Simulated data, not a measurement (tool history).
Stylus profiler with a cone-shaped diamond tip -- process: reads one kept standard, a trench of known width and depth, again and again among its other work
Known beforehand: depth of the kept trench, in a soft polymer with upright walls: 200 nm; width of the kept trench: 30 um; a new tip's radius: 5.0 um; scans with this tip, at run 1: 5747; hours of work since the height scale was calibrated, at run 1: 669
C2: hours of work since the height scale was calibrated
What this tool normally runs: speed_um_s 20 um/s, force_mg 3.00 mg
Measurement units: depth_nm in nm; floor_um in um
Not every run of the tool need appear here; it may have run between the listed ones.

Run 1, day 0.000: usual settings; scans with this tip 5747; C2 669. Result: depth_nm 201.48 nm, floor_um 27.13 um.
Run 2, day 3.038: usual settings but speed_um_s 67 um/s; scans with this tip 6177; C2 719. Result: depth_nm 201.44 nm, floor_um 26.90 um.
Run 3, day 4.408: usual settings but speed_um_s 8 um/s; scans with this tip 6371; C2 741. Result: depth_nm 201.47 nm, floor_um 27.15 um.
Run 4, day 6.662: usual settings but speed_um_s 8 um/s; scans with this tip 6690; C2 779. Result: depth_nm 201.47 nm, floor_um 27.20 um.
Run 5, day 8.246: usual settings; scans with this tip 6914; C2 805. Result: depth_nm 201.46 nm, floor_um 27.09 um.
Run 6, day 10.754: usual settings but force_mg 1.32 mg; scans with this tip 7269; C2 846. Result: depth_nm 200.83 nm, floor_um 27.06 um.
Run 7, day 12.375: usual settings but force_mg 1.32 mg; scans with this tip 7499; C2 873. Result: depth_nm 200.84 nm, floor_um 27.07 um.
Run 8, day 15.350: usual settings but force_mg 1.32 mg; scans with this tip 7920; C2 922. Result: depth_nm 200.83 nm, floor_um 27.06 um.
Run 9, day 18.158: usual settings but force_mg 1.32 mg; scans with this tip 8318; C2 968. Result: depth_nm 200.85 nm, floor_um 27.05 um.
Run 10, day 21.200: usual settings but force_mg 1.32 mg; scans with this tip 8749; C2 1018. Result: depth_nm 200.83 nm, floor_um 27.05 um.
Run 11, day 22.721: usual settings but force_mg 1.32 mg; scans with this tip 8964; C2 1043. Result: depth_nm 200.86 nm, floor_um 27.06 um.
Run 12, day 25.912: usual settings but force_mg 1.32 mg; scans with this tip 9416; C2 1096. Result: depth_nm 200.78 nm, floor_um 27.06 um.
Run 13, day 28.404: usual settings but speed_um_s 10 um/s, force_mg 4.01 mg; scans with this tip 9768; C2 1137. Result: depth_nm 201.78 nm, floor_um 27.16 um.
Run 14, day 30.404: usual settings but speed_um_s 25 um/s, force_mg 1.38 mg; scans with this tip 10052; C2 1170. Result: depth_nm 200.86 nm, floor_um 27.06 um.
Run 15, day 32.554: usual settings but speed_um_s 25 um/s, force_mg 1.32 mg; scans with this tip 10356; C2 1205. Result: depth_nm 200.83 nm, floor_um 27.00 um.
Run 16, day 34.058: usual settings but speed_um_s 40 um/s, force_mg 8.27 mg; scans with this tip 10569; C2 1230. Result: depth_nm 202.90 nm, floor_um 27.08 um.
Run 17, day 36.708: usual settings but force_mg 3.78 mg; scans with this tip 10944; C2 1274. Result: depth_nm 201.73 nm, floor_um 27.09 um.
Run 18, day 39.546: usual settings but force_mg 3.78 mg; scans with this tip 11346; C2 1320. Result: depth_nm 201.72 nm, floor_um 27.10 um.
Run 19, day 41.875: usual settings but speed_um_s 11 um/s, force_mg 7.28 mg; scans with this tip 11676; C2 1359. Result: depth_nm 202.67 nm, floor_um 27.12 um.

What if the next run were any one of these 3? Each begins from the tool's condition after run 19:
Run A, day 44.250: usual settings but speed_um_s 59 um/s; scans with this tip 12012; C2 1398. Result: depth_nm ?, floor_um ?.
Run B, day 44.250: usual settings but speed_um_s 50 um/s, force_mg 4.52 mg; scans with this tip 12012; C2 1398. Result: depth_nm ?, floor_um ?.
Run C, day 44.250: usual settings but speed_um_s 7 um/s, force_mg 7.28 mg; scans with this tip 12012; C2 1398. Result: depth_nm ?, floor_um ?.

run  depth_nm  floor_um
  A    201.49     26.90
  B    201.89     26.99
  C    202.62     27.14
With the hidden condition removed and each run's random variation left untouched, the same runs would have given:
run  depth_nm  floor_um
  A    201.51     26.91
  B    201.90     27.00
  C    202.63     27.15

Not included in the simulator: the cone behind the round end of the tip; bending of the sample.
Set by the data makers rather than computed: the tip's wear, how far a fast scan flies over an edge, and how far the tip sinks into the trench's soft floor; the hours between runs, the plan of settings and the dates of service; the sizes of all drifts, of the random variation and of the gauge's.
